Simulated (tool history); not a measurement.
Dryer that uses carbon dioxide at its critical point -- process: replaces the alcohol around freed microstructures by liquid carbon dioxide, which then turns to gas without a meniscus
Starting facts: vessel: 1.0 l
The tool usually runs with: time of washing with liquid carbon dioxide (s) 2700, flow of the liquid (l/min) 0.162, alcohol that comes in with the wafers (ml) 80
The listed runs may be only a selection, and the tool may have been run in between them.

run   hour  time of washing with liquid carbon dioxide (s)  flow of the liquid (l/min)  alcohol that comes in with the wafers (ml)  alcohol left in the vessel before it's heated (ppm by volume)
  1    0.0                                            2700                       0.162                                          80                                                            741
  2   17.5                                            2700                       0.162                                          80                                                            437
  3   26.4                                            2700                       0.162                                          80                                                            418
  4   43.2                                            2700                       0.162                                          80                                                            436
  5   52.7                                            2700                       0.162                                          80                                                            439
  6   72.1                                            2700                       0.162                                         116                                                            656
  7   85.5                                            2700                       0.162                                         116                                                            692
  8  104.8                                            2700                       0.162                                         116                                                            699
  9  123.2                                            2700                       0.162                                         116                                                            701
 10  142.1                                            2700                       0.162                                          79                                                            491
 11  155.3                                            2700                       0.162                                          79                                                            498
 12  171.9                                            2700                       0.162                                          80                                                            504
 13  190.7                                            2700                       0.162                                          80                                                            520
 14  199.3                                            2700                       0.162                                          80                                                            522
 15  207.6                                            2340                       0.163                                          31                                                            392
 16  223.4                                            2340                       0.163                                          31                                                            406
 17  238.4                                            3720                       0.127                                          20                                                            104
 18  252.3                                            3720                       0.127                                          51                                                            266
 19  260.2                                            1920                       0.182                                          80                                                           1427
 20  272.4                                            1920                       0.182                                          80                                                           1471
 21  291.4                                            1920                       0.182                                          80                                                           1432
 22  302.2                                            1920                       0.182                                          80                                                           1495
 23  318.8                                            1920                       0.182                                          80                                                           1544
 24  332.6                                            1920                       0.182                                          80                                                           1512
 25  349.0                                            2400                       0.217                                          23                                                             85
 26  357.0                                            2700                       0.228                                          80                                                             91
 27  374.2                                            2700                       0.228                                          80                                                             90

Between the runs listed above, the log contained 1 entry, not reproduced here. Where in the sequence does each belong, and how does what the log doesn't record of the tool's condition differ from the listed run before to the listed run after?
In the gap between runs 1 and 2: inlet filter changed (hour 4.9)
  flow that reaches the vessel past the clogged filter, %: 89.4 -> 99.8; alcohol in the recycled carbon dioxide, ppm: 13 -> 13.3
  what was measured, less what the result would be without the hidden state, alcohol left in the vessel before it's heated (ppm by volume): +319 -> +13

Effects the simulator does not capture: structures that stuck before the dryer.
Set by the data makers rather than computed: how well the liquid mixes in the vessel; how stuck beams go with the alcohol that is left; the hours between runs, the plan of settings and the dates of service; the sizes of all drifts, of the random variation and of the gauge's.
